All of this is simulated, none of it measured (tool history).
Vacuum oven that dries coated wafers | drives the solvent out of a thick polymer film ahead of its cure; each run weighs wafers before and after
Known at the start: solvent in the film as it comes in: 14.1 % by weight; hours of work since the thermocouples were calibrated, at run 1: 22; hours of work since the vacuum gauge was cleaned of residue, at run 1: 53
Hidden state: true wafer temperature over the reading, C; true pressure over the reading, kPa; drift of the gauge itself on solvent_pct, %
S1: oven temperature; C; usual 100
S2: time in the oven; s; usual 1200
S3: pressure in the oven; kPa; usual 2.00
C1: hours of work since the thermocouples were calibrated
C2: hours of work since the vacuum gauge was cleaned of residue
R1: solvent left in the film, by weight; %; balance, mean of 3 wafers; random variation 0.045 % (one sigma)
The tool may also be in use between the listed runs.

Run 1, hour 0.0: usual settings; C1 22; C2 53. Result: R1 3.98 %.
Run 2, hour 33.4: usual settings; C1 39; C2 70. Result: R1 3.98 %.
Run 3, hour 66.3: usual settings; C1 56; C2 87. Result: R1 3.99 %.
Run 4, hour 86.2: usual settings; C1 66; C2 97. Result: R1 3.93 %.
Run 5, hour 118.7: usual settings but S1 91 C; C1 83; C2 114. Result: R1 6.27 %.
Run 6, hour 147.6: usual settings but S1 96 C; C1 98; C2 129. Result: R1 4.90 %.
Run 7, hour 166.1: usual settings but S1 96 C; C1 108; C2 139. Result: R1 4.92 %.
Run 8, hour 202.5: usual settings but S1 96 C; C1 127; C2 158. Result: R1 4.99 %.
Run 9, hour 235.3: usual settings but S1 96 C; C1 144; C2 175. Result: R1 4.89 %.
Run 10, hour 260.5: usual settings but S2 1440 s; C1 157; C2 188. Result: R1 3.29 %.
Run 11, hour 295.2: usual settings; C1 175; C2 206. Result: R1 3.95 %.
Run 12, hour 320.7: usual settings but S2 1980 s; C1 188; C2 219. Result: R1 2.29 %.
Run 13, hour 339.8: usual settings; C1 198; C2 229. Result: R1 3.83 %.
Run 14, hour 379.8: usual settings; C1 219; C2 250. Result: R1 3.90 %.
Run 15, hour 412.2: usual settings; C1 235; C2 266. Result: R1 3.93 %.
Run 16, hour 446.1: usual settings; C1 253; C2 284. Result: R1 3.86 %.
Run 17, hour 471.1: usual settings; C1 266; C2 297. Result: R1 3.92 %.
Run 18, hour 505.9: usual settings; C1 284; C2 315. Result: R1 3.87 %.
Run 19, hour 546.8: usual settings; C1 305; C2 336. Result: R1 3.87 %.
Run 20, hour 581.9: usual settings; C1 323; C2 354. Result: R1 3.85 %.
Run 21, hour 600.4: usual settings; C1 333; C2 364. Result: R1 3.88 %.
Run 22, hour 638.7: usual settings but S3 6.95 kPa; C1 353; C2 384. Result: R1 5.87 %.
Run 23, hour 672.3: usual settings but S1 105 C; C1 370; C2 401. Result: R1 2.77 %.
Run 24, hour 706.8: usual settings but S1 105 C; C1 388; C2 419. Result: R1 2.74 %.
Run 25, hour 735.3: usual settings but S1 88 C, S3 3.54 kPa; C1 403; C2 434. Result: R1 7.63 %.
Run 26, hour 754.3: usual settings but S1 88 C, S3 3.54 kPa; C1 413; C2 444. Result: R1 7.59 %.
Run 27, hour 788.2: usual settings but S3 1.08 kPa; C1 430; C2 461. Result: R1 3.40 %.
Run 28, hour 823.4: usual settings but S2 1140 s, S3 5.71 kPa; C1 449; C2 480. Result: R1 5.56 %.
Run 29, hour 860.5: usual settings but S2 1140 s, S3 5.71 kPa; C1 468; C2 499. Result: R1 5.64 %.
Run 30, hour 900.1: usual settings but S2 1140 s, S3 5.71 kPa; C1 488; C2 519. Result: R1 5.51 %.
Run 31, hour 925.3: usual settings but S2 1140 s, S3 5.71 kPa; C1 502; C2 532. Result: R1 5.59 %.
Run 32, hour 959.4: usual settings but S2 780 s, S3 4.42 kPa; C1 519; C2 550. Result: R1 6.28 %.
Run 33, hour 989.8: usual settings but S1 103 C, S2 960 s, S3 1.17 kPa; C1 535; C2 566. Result: R1 3.67 %.
Run 34, hour 1030.6: usual settings but S1 107 C, S2 900 s, S3 2.41 kPa; C1 556; C2 587. Result: R1 3.27 %.
Run 35, hour 1070.1: usual settings but S1 98 C, S3 1.53 kPa; C1 577; C2 607. Result: R1 4.04 %.
Run 36, hour 1088.4: usual settings but S1 98 C, S3 1.53 kPa; C1 586; C2 617. Result: R1 4.12 %.
Run 37, hour 1112.1: usual settings but S1 98 C, S3 1.53 kPa; C1 598; C2 629. Result: R1 4.01 %.
Run 38, hour 1133.5: usual settings but S1 98 C, S3 1.53 kPa; C1 610; C2 640. Result: R1 4.05 %.
Run 39, hour 1168.6: usual settings but S1 113 C, S3 1.53 kPa; C1 628; C2 659. Result: R1 1.19 %.
Run 40, hour 1201.6: usual settings but S1 93 C, S2 1020 s, S3 2.57 kPa; C1 645; C2 676. Result: R1 6.39 %.
Run 41, hour 1221.9: usual settings but S1 114 C, S3 2.20 kPa; C1 655; C2 686. Result: R1 1.27 %.
Run 42, hour 1241.3: usual settings but S2 1920 s, S3 1.03 kPa; C1 665; C2 696. Result: R1 1.76 %.
Run 43, hour 1261.7: usual settings but S1 90 C, S2 660 s, S3 1.06 kPa; C1 676; C2 707. Result: R1 7.89 %.
Run 44, hour 1288.1: usual settings but S1 110 C, S3 4.64 kPa; C1 690; C2 721. Result: R1 2.67 %.
Run 45, hour 1305.6: usual settings but S1 110 C, S3 4.64 kPa; C1 699; C2 730. Result: R1 2.67 %.
Run 46, hour 1343.3: usual settings but S1 110 C, S3 4.64 kPa; C1 718; C2 749. Result: R1 2.51 %.
Run 47, hour 1378.8: usual settings but S1 89 C, S2 720 s, S3 7.88 kPa; C1 737; C2 768. Result: R1 10.49 %.

Hidden state or all else? Some run-to-run changes of R1, split into what the settings, what came in and random variation would give without the hidden state, and what is left for the hidden state (with any gauge scatter that isn't in both results):
Run 38 -> 39: S1 98 -> 113. R1 -2.86 %: hidden state +0.12, all else -2.98.
Run 39 -> 40: S1 113 -> 93, S2 1200 -> 1020, S3 1.53 -> 2.57. R1 +5.20 %: hidden state -0.15, all else +5.35.
Run 40 -> 41: S1 93 -> 114, S2 1020 -> 1200, S3 2.57 -> 2.20. R1 -5.12 %: hidden state +0.16, all else -5.28.
Run 42 -> 43: S1 100 -> 90, S2 1920 -> 660, S3 1.03 -> 1.06. R1 +6.13 %: hidden state -0.03, all else +6.16.
Run 43 -> 44: S1 90 -> 110, S2 660 -> 1200, S3 1.06 -> 4.64. R1 -5.22 %: hidden state +0.02, all else -5.24.
Run 46 -> 47: S1 110 -> 89, S2 1200 -> 720, S3 4.64 -> 7.88. R1 +7.98 %: hidden state -0.07, all else +8.05.
